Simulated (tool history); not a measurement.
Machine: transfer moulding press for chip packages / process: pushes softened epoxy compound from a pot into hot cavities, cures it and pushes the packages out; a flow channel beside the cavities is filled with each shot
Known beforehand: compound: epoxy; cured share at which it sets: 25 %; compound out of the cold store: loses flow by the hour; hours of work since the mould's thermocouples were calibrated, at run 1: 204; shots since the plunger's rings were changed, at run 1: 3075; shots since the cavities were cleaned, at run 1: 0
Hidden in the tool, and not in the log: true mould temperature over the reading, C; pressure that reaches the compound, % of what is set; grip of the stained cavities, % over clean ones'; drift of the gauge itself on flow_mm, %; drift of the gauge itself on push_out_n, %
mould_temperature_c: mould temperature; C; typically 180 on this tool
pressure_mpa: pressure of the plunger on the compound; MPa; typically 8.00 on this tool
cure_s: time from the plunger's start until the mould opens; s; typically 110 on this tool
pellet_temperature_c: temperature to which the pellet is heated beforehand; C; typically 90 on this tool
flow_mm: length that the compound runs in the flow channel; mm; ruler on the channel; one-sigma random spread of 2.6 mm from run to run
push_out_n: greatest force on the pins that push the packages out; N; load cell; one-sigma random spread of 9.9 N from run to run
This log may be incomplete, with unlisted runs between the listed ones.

run   hour  mould_temperature_c  pressure_mpa  cure_s  pellet_temperature_c  hours of work since the mould's thermocouples were calibrated  shots since the plunger's rings were changed  shots since the cavities were cleaned  incoming compound's hours out of the cold store  flow_mm  push_out_n
  1    0.0                  180          8.00     110                    90                                                            204                                          3075                                      0                                             27.8      500         476
  2   21.6                  180          8.00     110                    90                                                            221                                          3353                                    278                                             35.6      466         646
      35.3  -- plunger's sealing rings changed
      40.7  -- cavities cleaned with cleaning compound and waxed
  3   55.9                  180          8.00     110                    90                                                            246                                           245                                    196                                             25.1      527         977
      80.1  -- cavities cleaned with cleaning compound and waxed
  4   83.2                  180          8.00     110                    90                                                            266                                           578                                     41                                             11.9      581         549
     118.1  -- cavities cleaned with cleaning compound and waxed
  5  118.1                  180          8.00     110                    90                                                            293                                          1008                                      0                                             14.7      565         496
  6  142.6                  180          6.91     110                    90                                                            312                                          1323                                    315                                             15.4      518         692
     156.6  -- cavities cleaned with cleaning compound and waxed
  7  161.9                  180          6.91     110                    90                                                            326                                          1552                                     68                                             46.2      407         486
  8  188.6                  180          7.30     110                    90                                                            348                                          1896                                    412                                             37.9      446         713
     195.1  -- cavities cleaned with cleaning compound and waxed
  9  207.4                  180          8.00     110                    96                                                            361                                          2119                                    158                                             35.1      476         542
     218.8  -- cavities cleaned with cleaning compound and waxed, once more
 10  241.4                  180          8.00     104                    90                                                            387                                          2537                                    291                                             33.8      474         724
     257.3  -- cavities cleaned with cleaning compound and waxed
 11  266.0                  180          8.00     104                    90                                                            406                                          2835                                    113                                             23.6      513         606
     285.2  -- mould's thermocouples calibrated
 12  289.7                  180          8.00     110                    83                                                              4                                          3115                                    393                                             37.8      458         676
     298.6  -- cavities cleaned with cleaning compound and waxed
 13  318.6                  180          8.00     110                    83                                                             25                                          3467                                    257                                             14.0      550         639
     322.8  -- plunger's sealing rings changed
     338.3  -- cavities cleaned with cleaning compound and waxed
 14  356.5                  180          8.00      92                    83                                                             52                                           414                                    234                                             44.9      448         806
     376.6  -- cavities cleaned with cleaning compound and waxed
 15  391.7                  180          8.00      92                    83                                                             79                                           847                                    194                                             41.9      457         751
 16  411.5                  173          8.00      99                    81                                                             95                                          1103                                    450                                             40.9      477        1408
     414.7  -- cavities cleaned with cleaning compound and waxed
 17  440.9                  187          6.04     104                    81                                                            117                                          1462                                    337                                             44.6      369         567
     452.3  -- cavities cleaned with cleaning compound and waxed
 18  468.7                  180          8.35     110                    97                                                            138                                          1800                                    211                                             19.0      552         600
     491.1  -- cavities cleaned with cleaning compound and waxed
 19  500.2                  173          8.00     131                    90                                                            162                                          2186                                    117                                              8.6      618         668
     529.2  -- cavities cleaned with cleaning compound and waxed
 20  531.1                  173          8.00     131                    90                                                            185                                          2565                                     24                                             33.0      504         573
     567.7  -- cavities cleaned with cleaning compound and waxed
 21  570.8                  173          8.00     131                    90                                                            216                                          3058                                     40                                             24.1      531         580
 22  601.5                  182          8.00     124                    90                                                            240                                          3452                                    434                                             39.0      451         612
     605.3  -- cavities cleaned with cleaning compound and waxed
     609.6  -- plunger's sealing rings changed
 23  637.9                  182          8.00     124                    90                                                            266                                           363                                    387                                             45.9      437         572
     647.6  -- cavities cleaned with cleaning compound and waxed
 24  674.5                  180          8.00     124                    85                                                            294                                           816                                    347                                             10.5      582         593
     686.9  -- cavities cleaned with cleaning compound and waxed
 25  699.3                  180          8.00     124                    85                                                            313                                          1116                                    160                                             40.9      463         487
     724.7  -- cavities cleaned with cleaning compound and waxed
 26  734.0                  174          7.04     124                    85                                                            339                                          1543                                    120                                             12.0      558         714
 27  749.9                  175          7.04     123                    85                                                            352                                          1748                                    325                                             14.6      549         817
     761.9  -- cavities cleaned with cleaning compound and waxed
 28  776.8                  175          8.52     138                    85                                                            372                                          2076                                    193                                             11.2      610         593

Predict each of these 3 candidate next runs independently; none follows another, all start after run 28:
     799.2  -- cavities cleaned with cleaning compound and waxed
  A  812.0                  178          8.52     138                    85                                                            399                                          2509                                    165                                             34.4        ?           ?
     799.2  -- cavities cleaned with cleaning compound and waxed
  B  812.0                  188          8.40     110                    90                                                            399                                          2509                                    165                                             46.6        ?           ?
     799.2  -- cavities cleaned with cleaning compound and waxed
  C  812.0                  180          8.00     137                    90                                                            399                                          2509                                    165                                             36.0        ?           ?

run  flow_mm  push_out_n
  A      498         516
  B      424         463
  C      469         474
What these runs would have given with no unlogged condition in the tool:
run  flow_mm  push_out_n
  A      510         422
  B      434         380
  C      480         387
